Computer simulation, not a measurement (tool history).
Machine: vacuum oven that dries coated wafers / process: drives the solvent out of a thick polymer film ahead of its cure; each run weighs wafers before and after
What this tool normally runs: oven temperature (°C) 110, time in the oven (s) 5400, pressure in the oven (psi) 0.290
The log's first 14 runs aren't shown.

{"run": 15, "hour": 507.7, "oven temperature (°C)": 110, "time in the oven (s)": 5700, "pressure in the oven (psi)": 0.29, "solvent left in the film (%)": 3.68}
{"run": 16, "hour": 560.6, "oven temperature (°C)": 110, "time in the oven (s)": 5700, "pressure in the oven (psi)": 0.29, "solvent left in the film (%)": 3.7}
{"run": 17, "hour": 594.4, "oven temperature (°C)": 110, "time in the oven (s)": 5700, "pressure in the oven (psi)": 0.29, "solvent left in the film (%)": 3.7}
{"run": 18, "hour": 639.4, "oven temperature (°C)": 108, "time in the oven (s)": 2820, "pressure in the oven (psi)": 0.29, "solvent left in the film (%)": 7.03}
{"run": 19, "hour": 671.3, "oven temperature (°C)": 108, "time in the oven (s)": 2820, "pressure in the oven (psi)": 0.29, "solvent left in the film (%)": 7.06}
{"run": 20, "hour": 712.1, "oven temperature (°C)": 116, "time in the oven (s)": 4140, "pressure in the oven (psi)": 0.502, "solvent left in the film (%)": 3.95}
{"run": 21, "hour": 755.3, "oven temperature (°C)": 121, "time in the oven (s)": 4860, "pressure in the oven (psi)": 0.29, "solvent left in the film (%)": 1.95}
{"run": 22, "hour": 791.7, "oven temperature (°C)": 110, "time in the oven (s)": 5400, "pressure in the oven (psi)": 0.212, "solvent left in the film (%)": 3.59}
{"run": 23, "hour": 842.8, "oven temperature (°C)": 124, "time in the oven (s)": 7380, "pressure in the oven (psi)": 0.29, "solvent left in the film (%)": 0.87}
{"run": 24, "hour": 890.6, "oven temperature (°C)": 110, "time in the oven (s)": 7860, "pressure in the oven (psi)": 0.29, "solvent left in the film (%)": 2.55}
{"run": 25, "hour": 931.0, "oven temperature (°C)": 110, "time in the oven (s)": 2820, "pressure in the oven (psi)": 0.29, "solvent left in the film (%)": 6.43}
{"run": 26, "hour": 967.1, "oven temperature (°C)": 110, "time in the oven (s)": 3360, "pressure in the oven (psi)": 0.541, "solvent left in the film (%)": 6.35}
{"run": 27, "hour": 1012.8, "oven temperature (°C)": 110, "time in the oven (s)": 6300, "pressure in the oven (psi)": 0.29, "solvent left in the film (%)": 3.26}
{"run": 28, "hour": 1056.2, "oven temperature (°C)": 116, "time in the oven (s)": 7020, "pressure in the oven (psi)": 0.384, "solvent left in the film (%)": 2.04}
{"run": 29, "hour": 1087.6, "oven temperature (°C)": 106, "time in the oven (s)": 3600, "pressure in the oven (psi)": 0.174, "solvent left in the film (%)": 6.14}

Estimate the outcome of run 30 from the log above:
{"run": 30, "hour": 1130.6, "oven temperature (°C)": 106, "time in the oven (s)": 3600, "pressure in the oven (psi)": 0.174, "solvent left in the film (%)": "?"}

Run 30 yielded solvent left in the film (%) 6.11.
On a tool with no hidden condition, and with the same random variation, this run would have come out at solvent left in the film (%) 6.65.
